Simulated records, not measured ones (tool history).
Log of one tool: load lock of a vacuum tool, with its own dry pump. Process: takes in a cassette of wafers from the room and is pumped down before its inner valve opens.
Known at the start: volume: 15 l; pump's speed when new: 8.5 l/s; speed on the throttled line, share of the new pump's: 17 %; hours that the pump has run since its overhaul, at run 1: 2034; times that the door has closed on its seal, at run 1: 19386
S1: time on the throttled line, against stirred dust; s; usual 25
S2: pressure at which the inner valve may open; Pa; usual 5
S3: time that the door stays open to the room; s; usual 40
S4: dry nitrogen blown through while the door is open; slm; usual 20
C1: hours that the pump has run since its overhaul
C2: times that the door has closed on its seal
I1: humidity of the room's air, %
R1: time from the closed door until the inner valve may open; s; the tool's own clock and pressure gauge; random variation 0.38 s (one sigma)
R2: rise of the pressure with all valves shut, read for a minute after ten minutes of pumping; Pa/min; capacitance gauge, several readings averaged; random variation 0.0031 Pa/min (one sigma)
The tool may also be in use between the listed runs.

run 1 hour=0 | S1=25 S2=5 S3=40 S4=20 | C1=2034 C2=19386 | I1=47.9 | R1=38.6 R2=0.099
run 2 hour=60.7 | S1=25 S2=5 S3=40 S4=20 | C1=2095 C2=19603 | I1=44 | R1=39.1 R2=0.1
run 3 hour=128 | S1=25 S2=5 S3=40 S4=20 | C1=2162 C2=19843 | I1=46.3 | R1=39.6 R2=0.101
run 4 hour=244.8 | S1=25 S2=5 S3=40 S4=20 | C1=2279 C2=20260 | I1=44.8 | R1=39.2 R2=0.099
run 5 hour=375.7 | S1=17 S2=5 S3=40 S4=20 | C1=2410 C2=20728 | I1=42.4 | R1=32.6 R2=0.097
run 6 hour=463.6 | S1=25 S2=5 S3=40 S4=20 | C1=2497 C2=21042 | I1=45.5 | R1=38.7 R2=0.104
run 7 hour=527.3 | S1=25 S2=5 S3=40 S4=20 | C1=2561 C2=21269 | I1=41.4 | R1=39.4 R2=0.098
run 8 hour=632 | S1=25 S2=5 S3=236 S4=20 | C1=2666 C2=21643 | I1=44.7 | R1=39.4 R2=0.149
run 9 hour=703.4 | S1=25 S2=5 S3=236 S4=20 | C1=2737 C2=21898 | I1=47.1 | R1=39 R2=0.15
run 10 hour=831.4 | S1=40 S2=5 S3=40 S4=20 | C1=2865 C2=22355 | I1=43.7 | R1=51.1 R2=0.101
run 11 hour=896.9 | S1=40 S2=5 S3=40 S4=20 | C1=2931 C2=22589 | I1=45.4 | R1=51.6 R2=0.108
run 12 hour=956.4 | S1=25 S2=5 S3=40 S4=20 | C1=2990 C2=22801 | I1=41.7 | R1=39.5 R2=0.105
run 13 hour=1025.5 | S1=40 S2=5 S3=40 S4=17 | C1=3059 C2=23048 | I1=47.2 | R1=51.4 R2=0.122
run 14 hour=1155.1 | S1=18 S2=5 S3=58 S4=21 | C1=3189 C2=23511 | I1=46.9 | R1=33.5 R2=0.115
run 15 hour=1245.3 | S1=25 S2=9 S3=40 S4=9 | C1=3279 C2=23832 | I1=50.1 | R1=37.9 R2=0.141
run 16 hour=1331.6 | S1=25 S2=5 S3=81 S4=29 | C1=3365 C2=24141 | I1=47.5 | R1=38.5 R2=0.116
run 17 hour=1459.8 | S1=25 S2=5 S3=81 S4=29 | C1=3494 C2=24598 | I1=47 | R1=38.8 R2=0.118
run 18 hour=1564.3 | S1=25 S2=5 S3=81 S4=29 | C1=3598 C2=24971 | I1=44 | R1=39.6 R2=0.118
run 19 hour=1681.1 | S1=32 S2=5 S3=200 S4=32 | C1=3715 C2=25389 | I1=49.5 | R1=45 R2=0.143
run 20 hour=1764.2 | S1=25 S2=7 S3=47 S4=20 | C1=3798 C2=25685 | I1=47.2 | R1=38.6 R2=0.119
run 21 hour=1866.6 | S1=25 S2=8 S3=47 S4=20 | C1=3900 C2=26051 | I1=44.2 | R1=38.4 R2=0.116
run 22 hour=1955.6 | S1=37 S2=7 S3=76 S4=9 | C1=3989 C2=26369 | I1=45.2 | R1=47.6 R2=0.151
run 23 hour=2045.5 | S1=43 S2=4 S3=108 S4=9 | C1=4079 C2=26690 | I1=49.6 | R1=54.5 R2=0.177
run 24 hour=2133.8 | S1=25 S2=5 S3=40 S4=20 | C1=4168 C2=27005 | I1=47.3 | R1=39.2 R2=0.12

Measured less the same run without the tool's hidden state. The same run-to-run variation is in both; the gauge's scatter may not be:
The hidden state here: pump's speed, % of a new pump's; leak at the door's seal, Pa l/s; drift of the gauge itself on ready_s, %; drift of the gauge itself on rise_pa_min, %.
run=1 R1=+0.3 R2=+0.029
run=2 R1=+0.3 R2=+0.03
run=3 R1=+0.3 R2=+0.03
run=4 R1=+0.3 R2=+0.031
run=5 R1=+0.4 R2=+0.032
run=6 R1=+0.4 R2=+0.034
run=7 R1=+0.4 R2=+0.033
run=8 R1=+0.4 R2=+0.034
run=9 R1=+0.5 R2=+0.036
run=10 R1=+0.4 R2=+0.036
run=11 R1=+0.4 R2=+0.037
run=12 R1=+0.5 R2=+0.038
run=13 R1=+0.5 R2=+0.038
run=14 R1=+0.6 R2=+0.04
run=15 R1=+0.5 R2=+0.041
run=16 R1=+0.6 R2=+0.041
run=17 R1=+0.6 R2=+0.042
run=18 R1=+0.6 R2=+0.043
run=19 R1=+0.6 R2=+0.045
run=20 R1=+0.6 R2=+0.045
run=21 R1=+0.6 R2=+0.047
run=22 R1=+0.5 R2=+0.047
run=23 R1=+0.6 R2=+0.049
run=24 R1=+0.7 R2=+0.05
